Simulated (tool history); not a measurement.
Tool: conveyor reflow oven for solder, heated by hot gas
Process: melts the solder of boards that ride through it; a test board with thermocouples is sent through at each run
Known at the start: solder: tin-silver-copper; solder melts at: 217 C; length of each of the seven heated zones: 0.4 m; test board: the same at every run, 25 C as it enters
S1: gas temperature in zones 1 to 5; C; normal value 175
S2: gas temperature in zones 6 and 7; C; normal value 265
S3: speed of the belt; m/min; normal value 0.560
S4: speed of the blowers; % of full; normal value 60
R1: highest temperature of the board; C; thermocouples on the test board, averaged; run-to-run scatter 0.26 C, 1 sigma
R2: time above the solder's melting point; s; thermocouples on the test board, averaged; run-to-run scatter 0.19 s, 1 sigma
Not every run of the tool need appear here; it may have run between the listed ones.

run   hour   S1   S2     S3  S4     R1    R2
  1    0.0  175  265  0.560  60  247.9  60.9
  2    8.8  175  267  0.560  60  249.1  62.4
  3   21.2  175  267  0.560  60  249.8  62.0
  4   36.7  175  267  0.560  60  249.4  62.4
  5   48.8  175  267  0.560  83  255.7  69.1
  6   59.0  175  267  0.560  83  255.7  68.9
  7   71.7  175  267  0.560  83  255.2  68.6
  8   79.9  175  265  0.560  60  247.7  60.4
  9   89.4  175  265  0.560  60  247.7  60.2
 10   96.9  175  265  0.560  59  247.0  59.9
 11  113.7  175  265  0.560  59  248.2  61.5
 12  131.2  175  265  0.560  60  248.9  61.5
 13  145.7  175  265  0.560  60  248.1  61.4
 14  154.4  175  265  0.560  60  248.7  61.4
 15  165.3  175  265  0.560  60  247.9  61.2
 16  176.2  178  265  0.560  65  250.2  65.2
 17  186.8  178  255  0.578  65  241.3  54.0
 18  200.1  178  255  0.578  65  240.5  53.9
 19  215.8  180  255  0.578  65  241.1  55.3
 20  225.3  187  265  0.611  84  253.8  66.5
 21  235.4  187  265  0.611  79  252.8  65.9
 22  244.0  175  265  0.654  60  242.8  45.8
 23  252.7  175  280  0.605  60  258.2  63.8
 24  269.9  175  280  0.605  60  257.7  63.0
 25  281.1  171  265  0.560  54  244.8  55.3
 26  297.3  175  265  0.555  60  248.0  62.0
 27  315.0  175  265  0.555  60  247.7  61.5
 28  330.7  175  265  0.598  81  251.7  61.2
 29  339.7  175  254  0.560  74  241.7  57.0
 30  351.8  171  254  0.656  75  237.0  40.7

Taken out of this log: 1 entry between the listed runs. Where each belongs, and how the hidden state differs across it:
Runs 10 to 11: flux residue cleaned out of gas plates and filters (hour 105.9)
  heat that the gas passes to the board, % of a clean oven's: 94.5 -> 99.6; belt's true speed, % of the reading: 99.16 -> 99.14; true gas temperature in zones 6 and 7 over the reading, C: -0.76 -> -0.78
  measured minus no-state result, R1: -1.5 -> -0.5 C; R2: -1.2 -> +0.2 s
